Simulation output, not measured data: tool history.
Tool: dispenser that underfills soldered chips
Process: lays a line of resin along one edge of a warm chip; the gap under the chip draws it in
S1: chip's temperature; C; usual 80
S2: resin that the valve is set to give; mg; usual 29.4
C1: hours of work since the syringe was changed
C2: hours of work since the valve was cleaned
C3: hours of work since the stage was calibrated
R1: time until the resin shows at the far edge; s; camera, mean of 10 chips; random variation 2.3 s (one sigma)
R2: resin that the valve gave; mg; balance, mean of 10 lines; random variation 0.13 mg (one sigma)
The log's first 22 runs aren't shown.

| run | hour | S1 | S2 | C1 | C2 | C3 | R1 | R2 |
|---|---|---|---|---|---|---|---|---|
|  | 180.6 | new syringe of resin |
|  | 189.6 | new syringe of resin |
| 23 | 189.6 | 94 | 31.8 | 0 | 9 | 485 | 131 | 31.55 |
| 24 | 195.5 | 66 | 31.8 | 4 | 13 | 490 | 690.1 | 31.64 |
|  | 199.4 | new syringe of resin |
| 25 | 201.2 | 66 | 31.8 | 1 | 18 | 494 | 521.3 | 31.32 |
|  | 208.8 | new syringe of resin |
| 26 | 213.3 | 93 | 26.1 | 3 | 27 | 503 | 189.4 | 25.55 |
|  | 218.3 | new syringe of resin |
| 27 | 220.6 | 94 | 35 | 2 | 32 | 508 | 152.8 | 33.98 |
|  | 228.2 | new syringe of resin |
| 28 | 228.6 | 94 | 35 | 0 | 38 | 514 | 132.6 | 33.65 |
|  | 237.7 | new syringe of resin |
| 29 | 238.6 | 94 | 35 | 1 | 45 | 522 | 139.8 | 33.45 |
| 30 | 245.7 | 92 | 27.7 | 6 | 51 | 527 | 250.5 | 26.31 |
|  | 246.7 | new syringe of resin |
|  | 256.1 | new syringe of resin |
| 31 | 256.8 | 67 | 25.8 | 1 | 59 | 535 | 489.5 | 24.16 |
| 32 | 263.7 | 67 | 25.8 | 6 | 64 | 540 | 754.9 | 24.25 |

Run 33 comes next. What will it give?
|  | 265.9 | new syringe of resin |
| 33 | 271.5 | 67 | 25.8 | 4 | 70 | 546 | ? | ? |

Run 33 gave R1 679.4 s, R2 23.9 mg.
Without the tool's hidden state the same run would have given R1 429.9 s, R2 25.68 mg.

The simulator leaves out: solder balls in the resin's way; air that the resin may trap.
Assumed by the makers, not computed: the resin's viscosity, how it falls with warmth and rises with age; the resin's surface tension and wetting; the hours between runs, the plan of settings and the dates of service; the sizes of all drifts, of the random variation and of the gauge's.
